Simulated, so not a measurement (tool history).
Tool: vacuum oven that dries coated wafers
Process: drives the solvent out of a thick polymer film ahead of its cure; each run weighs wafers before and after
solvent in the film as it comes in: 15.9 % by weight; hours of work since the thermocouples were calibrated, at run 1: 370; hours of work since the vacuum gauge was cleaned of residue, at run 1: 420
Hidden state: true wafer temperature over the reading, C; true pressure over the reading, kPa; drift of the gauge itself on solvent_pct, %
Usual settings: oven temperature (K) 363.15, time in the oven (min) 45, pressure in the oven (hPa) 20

run,hour,oven temperature (K),time in the oven (min),pressure in the oven (hPa),hours of work since the thermocouples were calibrated,hours of work since the vacuum gauge was cleaned of residue,solvent left in the film (%)
1,0,363.15,45,20,370,420,2.8
2,11.4,363.15,45,20,377,427,2.93
3,29.6,363.15,45,20,387,437,2.83
4,42.2,363.15,45,20,395,445,2.75
5,62.2,363.15,45,20,407,457,2.79
6,82.7,363.15,45,20,419,469,2.76
7,101.4,363.15,45,20,430,480,2.75
8,110.9,363.15,45,20,435,485,2.87
9,124.9,363.15,45,37.3,444,494,3.23
10,137.1,363.15,45,37.3,451,501,3.31
11,148.4,363.15,45,13.3,457,507,2.58
12,165.3,363.15,45,13.3,467,517,2.62
13,174.3,363.15,40,13.3,473,523,3.08
14,192.3,363.15,40,13.3,483,533,3.04
15,202.3,363.15,23,20,489,539,5.79
16,217.8,370.15,42,14.7,498,548,1.8
17,227,363.15,45,18.9,504,554,2.76
18,240.3,363.15,45,18.9,512,562,2.74
19,252.8,363.15,45,18.9,519,569,2.7
20,270.3,363.15,45,18.9,529,579,2.81
21,280.7,363.15,45,18.9,535,585,2.56
22,289.8,363.15,36,14.3,541,591,3.53
23,301.4,363.15,36,14.3,548,598,3.47
24,317.6,363.15,36,14.3,557,607,3.41
25,336.4,363.15,36,14.3,568,618,3.46
26,349.5,356.15,57,20,576,626,3.17
27,369.6,356.15,57,20,588,638,3.33
28,381.1,356.15,71,23.1,595,645,2.5
29,391.8,363.15,30,12.4,601,651,4.18
30,401.5,364.15,51,69.5,607,657,3.48

4 ways to go on from here, each from the tool as it stands after run 30. What would each give?
A,421.8,361.15,51,34.9,619,669,?
B,421.8,360.15,45,56.8,619,669,?
C,421.8,354.15,53,69.5,619,669,?
D,421.8,353.15,51,69.5,619,669,?

run,solvent left in the film (%)
A,3.14
B,4.3
C,5.73
D,5.99
Without the tool's hidden state the same runs would have given:
run,solvent left in the film (%)
A,3.41
B,4.63
C,6.11
D,6.37
